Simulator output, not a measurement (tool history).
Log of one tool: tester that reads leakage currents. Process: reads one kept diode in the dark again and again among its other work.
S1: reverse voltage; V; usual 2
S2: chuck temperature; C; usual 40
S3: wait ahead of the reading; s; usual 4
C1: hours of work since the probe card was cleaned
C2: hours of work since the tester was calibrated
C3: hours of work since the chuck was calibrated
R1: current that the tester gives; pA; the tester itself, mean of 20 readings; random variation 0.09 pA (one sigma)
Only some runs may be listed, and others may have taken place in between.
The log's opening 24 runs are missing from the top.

| run | hour | S1 | S2 | S3 | C1 | C2 | C3 | R1 |
|---|---|---|---|---|---|---|---|---|
| 25 | 635.3 | 12 | 57 | 2.98 | 1321 | 793 | 1019 | 248.71 |
| 26 | 653.4 | 12 | 57 | 2.98 | 1330 | 802 | 1028 | 247.96 |
| 27 | 685.6 | 2 | 55 | 6.09 | 1346 | 818 | 1044 | 75.96 |
| 28 | 709.5 | 2 | 55 | 6.09 | 1358 | 830 | 1056 | 75.15 |
| 29 | 737 | 17.34 | 31 | 4 | 1372 | 843 | 1070 | 44.71 |
| 30 | 771 | 2 | 25 | 0.43 | 1389 | 860 | 1087 | 8.08 |
| 31 | 798.3 | 2 | 25 | 0.43 | 1403 | 874 | 1100 | 8.04 |
| 32 | 835.6 | 6.71 | 56 | 1.34 | 1421 | 892 | 1119 | 164.77 |
| 33 | 855.7 | 2 | 58 | 4 | 1431 | 902 | 1129 | 92.35 |

Each row is a separate what-if for the run after 33, all from the same tool condition, not one after another. Results?
| A | 872.4 | 2 | 20 | 4 | 1440 | 911 | 1137 | ? |
| B | 872.4 | 2 | 40 | 0.31 | 1440 | 911 | 1137 | ? |
| C | 872.4 | 2 | 37 | 0.56 | 1440 | 911 | 1137 | ? |
| D | 872.4 | 2 | 40 | 0.38 | 1440 | 911 | 1137 | ? |
| E | 872.4 | 2 | 40 | 3.65 | 1440 | 911 | 1137 | ? |

| run | R1 |
|---|---|
| A | 4.81 |
| B | 25.61 |
| C | 20.23 |
| D | 25.62 |
| E | 25.09 |
Had the tool no hidden state, the same runs would have come out as:
| run | R1 |
|---|---|
| A | 4.81 |
| B | 25.6 |
| C | 20.22 |
| D | 25.61 |
| E | 25.08 |
